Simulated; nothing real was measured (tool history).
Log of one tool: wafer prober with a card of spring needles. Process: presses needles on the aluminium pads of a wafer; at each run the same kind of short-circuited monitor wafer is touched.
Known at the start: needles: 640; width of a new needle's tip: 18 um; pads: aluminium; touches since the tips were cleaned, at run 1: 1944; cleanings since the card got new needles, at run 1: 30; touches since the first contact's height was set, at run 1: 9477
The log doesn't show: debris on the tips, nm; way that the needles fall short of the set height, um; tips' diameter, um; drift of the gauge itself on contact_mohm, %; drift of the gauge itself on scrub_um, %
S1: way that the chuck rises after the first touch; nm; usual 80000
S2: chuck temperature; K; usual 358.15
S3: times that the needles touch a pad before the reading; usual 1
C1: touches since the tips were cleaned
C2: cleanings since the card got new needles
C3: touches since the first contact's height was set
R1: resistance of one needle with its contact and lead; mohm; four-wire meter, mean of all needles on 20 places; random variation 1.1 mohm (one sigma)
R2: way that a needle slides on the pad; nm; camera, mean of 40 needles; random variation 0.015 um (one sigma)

run	hour	S1	S2	S3	C1	C2	C3	R1	R2
1	0.0	80000	358.15	1	1944	30	9477	297	13420
# hour 2.2: tips cleaned on abrasive film
# hour 12.4: tips cleaned on abrasive film
# hour 22.5: tips cleaned on abrasive film
# hour 31.0: tips cleaned on abrasive film
2	33.5	80000	358.15	2	611	34	17447	288	13390
# hour 39.8: tips cleaned on abrasive film
# hour 49.6: tips cleaned on abrasive film
# hour 59.7: tips cleaned on abrasive film
# hour 70.0: tips cleaned on abrasive film
3	74.8	80000	322.15	2	1177	38	27309	282	13340
# hour 79.1: tips cleaned on abrasive film
# hour 89.4: tips cleaned on abrasive film
# hour 99.9: tips cleaned on abrasive film
4	100.0	80000	322.15	2	19	41	33298	279	13310
# hour 110.4: tips cleaned on abrasive film
# hour 120.7: tips cleaned on abrasive film
# hour 130.6: tips cleaned on abrasive film
5	134.3	80000	322.15	2	886	44	41472	279	13260
# hour 140.3: tips cleaned on abrasive film
# hour 150.8: tips cleaned on abrasive film
6	157.3	75000	358.15	1	1551	46	46967	296	12420
# hour 159.5: tips cleaned on abrasive film
# hour 170.0: tips cleaned on abrasive film
# hour 178.4: tips cleaned on abrasive film
# hour 188.9: tips cleaned on abrasive film
7	192.1	75000	358.15	1	775	50	55271	294	12360
# hour 198.2: tips cleaned on abrasive film
# hour 208.4: tips cleaned on abrasive film
# hour 216.8: tips cleaned on abrasive film
# hour 217.1: height of the first contact set anew
# hour 227.3: tips cleaned on abrasive film
8	229.9	80000	304.15	1	613	54	3047	276	13450
# hour 236.2: tips cleaned on abrasive film
# hour 244.7: tips cleaned on abrasive film
# hour 254.9: tips cleaned on abrasive film
# hour 263.4: tips cleaned on abrasive film
9	266.2	80000	304.15	1	678	58	11695	276	13410
# hour 272.0: tips cleaned on abrasive film
# hour 282.3: tips cleaned on abrasive film
# hour 290.7: tips cleaned on abrasive film
# hour 299.2: tips cleaned on abrasive film
10	304.2	80000	358.15	3	1210	62	20749	291	13380
# hour 308.2: tips cleaned on abrasive film
# hour 318.7: tips cleaned on abrasive film
11	322.3	80000	358.15	3	866	64	25057	293	13340
# hour 328.3: tips cleaned on abrasive film
# hour 338.8: tips cleaned on abrasive film
# hour 349.2: tips cleaned on abrasive film
12	349.2	80000	358.15	3	0	67	31471	287	13310
# hour 357.6: tips cleaned on abrasive film
# hour 367.9: tips cleaned on abrasive film
# hour 378.4: tips cleaned on abrasive film
13	383.7	80000	318.15	1	1285	70	39708	285	13280
# hour 388.0: tips cleaned on abrasive film
# hour 396.4: tips cleaned on abrasive film
# hour 406.5: tips cleaned on abrasive film
14	412.9	79000	376.15	1	1540	73	46670	302	13090
# hour 415.1: tips cleaned on abrasive film
# hour 425.5: tips cleaned on abrasive film
# hour 434.0: tips cleaned on abrasive film
# hour 444.5: tips cleaned on abrasive film
15	450.0	97000	303.15	1	1315	77	55494	279	16040
# hour 454.2: tips cleaned on abrasive film
# hour 464.3: tips cleaned on abrasive film
# hour 472.9: height of the first contact set anew
# hour 475.1: tips cleaned on abrasive film
# hour 483.5: tips cleaned on abrasive film
16	486.2	97000	303.15	1	646	81	3158	275	16310
# hour 492.2: tips cleaned on abrasive film
# hour 500.6: tips cleaned on abrasive film
# hour 510.8: tips cleaned on abrasive film
17	515.6	74000	302.15	1	1162	84	10168	281	12420
# hour 519.9: tips cleaned on abrasive film
# hour 530.3: tips cleaned on abrasive film
18	533.2	63000	334.15	2	688	86	14353	288	10540
# hour 539.5: tips cleaned on abrasive film
# hour 549.7: tips cleaned on abrasive film
# hour 560.2: tips cleaned on abrasive film
19	565.7	63000	334.15	2	1317	89	22116	291	10450
# hour 569.9: tips cleaned on abrasive film
# hour 579.9: tips cleaned on abrasive film
# hour 590.0: tips cleaned on abrasive film
20	596.5	63000	334.15	2	1565	92	29468	293	10460
# hour 598.7: tips cleaned on abrasive film
# hour 609.3: tips cleaned on abrasive film
# hour 619.5: tips cleaned on abrasive film
# hour 630.1: tips cleaned on abrasive film
21	635.6	88000	358.15	1	1336	96	38787	295	14620
# hour 639.9: tips cleaned on abrasive film
# hour 650.0: tips cleaned on abrasive film
# hour 660.4: tips cleaned on abrasive film
22	667.0	75000	358.15	1	1595	99	46272	302	12400
# hour 669.2: tips cleaned on abrasive film
# hour 679.3: tips cleaned on abrasive film
# hour 687.7: tips cleaned on abrasive film
23	694.7	75000	323.15	2	1671	102	52867	286	12360
# hour 696.9: tips cleaned on abrasive film
# hour 705.3: tips cleaned on abrasive film
# hour 713.8: tips cleaned on abrasive film
# hour 723.4: tips cleaned on abrasive film
24	723.4	87000	385.15	2	0	106	59678	295	14350
# hour 729.7: height of the first contact set anew
# hour 734.0: tips cleaned on abrasive film
25	741.4	95000	346.15	1	1790	107	2795	291	15990
# hour 743.6: tips cleaned on abrasive film
# hour 752.0: tips cleaned on abrasive film
# hour 762.3: tips cleaned on abrasive film
26	770.4	95000	346.15	1	1936	110	9703	293	15980

Hidden state at the last listed run before each entry between runs and at the first one after, where it differs:
Between runs 1 and 2: tips cleaned on abrasive film (hour 2.2); tips cleaned on abrasive film (hour 12.4); tips cleaned on abrasive film (hour 22.5); tips cleaned on abrasive film (hour 31.0)
  debris on the tips, nm: 69.6 -> 25.5; way that the needles fall short of the set height, um: 0.25 -> 0.51; tips' diameter, um: 18.72 -> 18.81
  measured less the result without the state, R1: +9 -> +2 mohm; R2: -40 -> -80 nm
Between runs 2 and 3: tips cleaned on abrasive film (hour 39.8); tips cleaned on abrasive film (hour 49.6); tips cleaned on abrasive film (hour 59.7); tips cleaned on abrasive film (hour 70.0)
  debris on the tips, nm: 25.5 -> 51.7; way that the needles fall short of the set height, um: 0.51 -> 0.81; tips' diameter, um: 18.81 -> 18.92
  measured less the result without the state, R1: +2 -> +5 mohm; R2: -80 -> -140 nm
Between runs 3 and 4: tips cleaned on abrasive film (hour 79.1); tips cleaned on abrasive film (hour 89.4); tips cleaned on abrasive film (hour 99.9)
  debris on the tips, nm: 51.7 -> 9.9; way that the needles fall short of the set height, um: 0.81 -> 1; tips' diameter, um: 18.92 -> 18.98
  measured less the result without the state, R1: +5 -> +1 mohm; R2: -140 -> -160 nm
Between runs 4 and 5: tips cleaned on abrasive film (hour 110.4); tips cleaned on abrasive film (hour 120.7); tips cleaned on abrasive film (hour 130.6)
  debris on the tips, nm: 9.9 -> 42.4; way that the needles fall short of the set height, um: 1 -> 1.21; tips' diameter, um: 18.98 -> 19.06
  measured less the result without the state, R1: +1 -> +4 mohm; R2: -160 -> -210 nm
Between runs 5 and 6: tips cleaned on abrasive film (hour 140.3); tips cleaned on abrasive film (hour 150.8)
  debris on the tips, nm: 42.4 -> 61.7; way that the needles fall short of the set height, um: 1.21 -> 1.31; tips' diameter, um: 19.06 -> 19.09
  measured less the result without the state, R1: +4 -> +10 mohm; R2: -210 -> -220 nm
Between runs 6 and 7: tips cleaned on abrasive film (hour 159.5); tips cleaned on abrasive film (hour 170.0); tips cleaned on abrasive film (hour 178.4); tips cleaned on abrasive film (hour 188.9)
  debris on the tips, nm: 61.7 -> 37.8; way that the needles fall short of the set height, um: 1.31 -> 1.54; tips' diameter, um: 19.09 -> 19.17
  measured less the result without the state, R1: +10 -> +7 mohm; R2: -220 -> -260 nm
Between runs 7 and 8: tips cleaned on abrasive film (hour 198.2); tips cleaned on abrasive film (hour 208.4); tips cleaned on abrasive film (hour 216.8); height of the first contact set anew (hour 217.1); tips cleaned on abrasive film (hour 227.3)
  debris on the tips, nm: 37.8 -> 29.5; way that the needles fall short of the set height, um: 1.54 -> 0.06; tips' diameter, um: 19.17 -> 19.27
  measured less the result without the state, R1: +7 -> +5 mohm; R2: -260 -> -10 nm
Between runs 8 and 9: tips cleaned on abrasive film (hour 236.2); tips cleaned on abrasive film (hour 244.7); tips cleaned on abrasive film (hour 254.9); tips cleaned on abrasive film (hour 263.4)
  debris on the tips, nm: 29.5 -> 32.9; way that the needles fall short of the set height, um: 0.06 -> 0.34; tips' diameter, um: 19.27 -> 19.36
  measured less the result without the state, R1: +5 -> +5 mohm; R2: -10 -> -60 nm
Between runs 9 and 10: tips cleaned on abrasive film (hour 272.0); tips cleaned on abrasive film (hour 282.3); tips cleaned on abrasive film (hour 290.7); tips cleaned on abrasive film (hour 299.2)
  debris on the tips, nm: 32.9 -> 52.4; way that the needles fall short of the set height, um: 0.34 -> 0.59; tips' diameter, um: 19.36 -> 19.45
  measured less the result without the state, R1: +5 -> +4 mohm; R2: -60 -> -100 nm
Between runs 10 and 11: tips cleaned on abrasive film (hour 308.2); tips cleaned on abrasive film (hour 318.7)
  debris on the tips, nm: 52.4 -> 44; way that the needles fall short of the set height, um: 0.59 -> 0.7; tips' diameter, um: 19.45 -> 19.49
  measured less the result without the state, R1: +4 -> +3 mohm; R2: -100 -> -110 nm
Between runs 11 and 12: tips cleaned on abrasive film (hour 328.3); tips cleaned on abrasive film (hour 338.8); tips cleaned on abrasive film (hour 349.2)
  debris on the tips, nm: 44 -> 6.6; way that the needles fall short of the set height, um: 0.7 -> 0.87; tips' diameter, um: 19.49 -> 19.55
  measured less the result without the state, R1: +3 -> +1 mohm; R2: -110 -> -140 nm
Between runs 12 and 13: tips cleaned on abrasive film (hour 357.6); tips cleaned on abrasive film (hour 367.9); tips cleaned on abrasive film (hour 378.4)
  debris on the tips, nm: 6.6 -> 61.3; way that the needles fall short of the set height, um: 0.87 -> 1.03; tips' diameter, um: 19.55 -> 19.61
  measured less the result without the state, R1: +1 -> +10 mohm; R2: -140 -> -170 nm
Between runs 13 and 14: tips cleaned on abrasive film (hour 388.0); tips cleaned on abrasive film (hour 396.4); tips cleaned on abrasive film (hour 406.5)
  debris on the tips, nm: 61.3 -> 68.5; way that the needles fall short of the set height, um: 1.03 -> 1.19; tips' diameter, um: 19.61 -> 19.66
  measured less the result without the state, R1: +10 -> +11 mohm; R2: -170 -> -200 nm
Between runs 14 and 15: tips cleaned on abrasive film (hour 415.1); tips cleaned on abrasive film (hour 425.5); tips cleaned on abrasive film (hour 434.0); tips cleaned on abrasive film (hour 444.5)
  debris on the tips, nm: 68.5 -> 57.5; way that the needles fall short of the set height, um: 1.19 -> 1.41; tips' diameter, um: 19.66 -> 19.74
  measured less the result without the state, R1: +11 -> +7 mohm; R2: -200 -> -240 nm
Between runs 15 and 16: tips cleaned on abrasive film (hour 454.2); tips cleaned on abrasive film (hour 464.3); height of the first contact set anew (hour 472.9); tips cleaned on abrasive film (hour 475.1); tips cleaned on abrasive film (hour 483.5)
  debris on the tips, nm: 57.5 -> 35.4; way that the needles fall short of the set height, um: 1.41 -> 0.17; tips' diameter, um: 19.74 -> 19.84
  measured less the result without the state, R1: +7 -> +4 mohm; R2: -240 -> -30 nm
Between runs 16 and 17: tips cleaned on abrasive film (hour 492.2); tips cleaned on abrasive film (hour 500.6); tips cleaned on abrasive film (hour 510.8)
  debris on the tips, nm: 35.4 -> 48.6; way that the needles fall short of the set height, um: 0.17 -> 0.37; tips' diameter, um: 19.84 -> 19.91
  measured less the result without the state, R1: +4 -> +10 mohm; R2: -30 -> -70 nm
Between runs 17 and 18: tips cleaned on abrasive film (hour 519.9); tips cleaned on abrasive film (hour 530.3)
  debris on the tips, nm: 48.6 -> 31.8; way that the needles fall short of the set height, um: 0.37 -> 0.5; tips' diameter, um: 19.91 -> 19.96
  measured less the result without the state, R1: +10 -> +5 mohm; R2: -70 -> -80 nm
Between runs 18 and 19: tips cleaned on abrasive film (hour 539.5); tips cleaned on abrasive film (hour 549.7); tips cleaned on abrasive film (hour 560.2)
  debris on the tips, nm: 31.8 -> 59.8; way that the needles fall short of the set height, um: 0.5 -> 0.68; tips' diameter, um: 19.96 -> 20.02
  measured less the result without the state, R1: +5 -> +9 mohm; R2: -80 -> -110 nm
Between runs 19 and 20: tips cleaned on abrasive film (hour 569.9); tips cleaned on abrasive film (hour 579.9); tips cleaned on abrasive film (hour 590.0)
  debris on the tips, nm: 59.8 -> 65.6; way that the needles fall short of the set height, um: 0.68 -> 0.85; tips' diameter, um: 20.02 -> 20.08
  measured less the result without the state, R1: +9 -> +10 mohm; R2: -110 -> -150 nm
Between runs 20 and 21: tips cleaned on abrasive film (hour 598.7); tips cleaned on abrasive film (hour 609.3); tips cleaned on abrasive film (hour 619.5); tips cleaned on abrasive film (hour 630.1)
  debris on the tips, nm: 65.6 -> 57.9; way that the needles fall short of the set height, um: 0.85 -> 1.12; tips' diameter, um: 20.08 -> 20.17
  measured less the result without the state, R1: +10 -> +9 mohm; R2: -150 -> -190 nm
Between runs 21 and 22: tips cleaned on abrasive film (hour 639.9); tips cleaned on abrasive film (hour 650.0); tips cleaned on abrasive film (hour 660.4)
  debris on the tips, nm: 57.9 -> 72.1; way that the needles fall short of the set height, um: 1.12 -> 1.3; tips' diameter, um: 20.17 -> 20.24
  measured less the result without the state, R1: +9 -> +14 mohm; R2: -190 -> -220 nm
Between runs 22 and 23: tips cleaned on abrasive film (hour 669.2); tips cleaned on abrasive film (hour 679.3); tips cleaned on abrasive film (hour 687.7)
  debris on the tips, nm: 72.1 -> 66.2; way that the needles fall short of the set height, um: 1.3 -> 1.55; tips' diameter, um: 20.24 -> 20.32
  measured less the result without the state, R1: +14 -> +9 mohm; R2: -220 -> -260 nm
Between runs 23 and 24: tips cleaned on abrasive film (hour 696.9); tips cleaned on abrasive film (hour 705.3); tips cleaned on abrasive film (hour 713.8); tips cleaned on abrasive film (hour 723.4)
  debris on the tips, nm: 66.2 -> 6.6; way that the needles fall short of the set height, um: 1.55 -> 1.81; tips' diameter, um: 20.32 -> 20.42
  measured less the result without the state, R1: +9 -> +2 mohm; R2: -260 -> -310 nm
Between runs 24 and 25: height of the first contact set anew (hour 729.7); tips cleaned on abrasive film (hour 734.0)
  debris on the tips, nm: 6.6 -> 73.5; way that the needles fall short of the set height, um: 1.81 -> 0.07; tips' diameter, um: 20.42 -> 20.44
  measured less the result without the state, R1: +2 -> +9 mohm; R2: -310 -> -10 nm
Between runs 25 and 26: tips cleaned on abrasive film (hour 743.6); tips cleaned on abrasive film (hour 752.0); tips cleaned on abrasive film (hour 762.3)
  debris on the tips, nm: 73.5 -> 74.1; way that the needles fall short of the set height, um: 0.07 -> 0.26; tips' diameter, um: 20.44 -> 20.51
  measured less the result without the state, R1: +9 -> +10 mohm; R2: -10 -> -40 nm

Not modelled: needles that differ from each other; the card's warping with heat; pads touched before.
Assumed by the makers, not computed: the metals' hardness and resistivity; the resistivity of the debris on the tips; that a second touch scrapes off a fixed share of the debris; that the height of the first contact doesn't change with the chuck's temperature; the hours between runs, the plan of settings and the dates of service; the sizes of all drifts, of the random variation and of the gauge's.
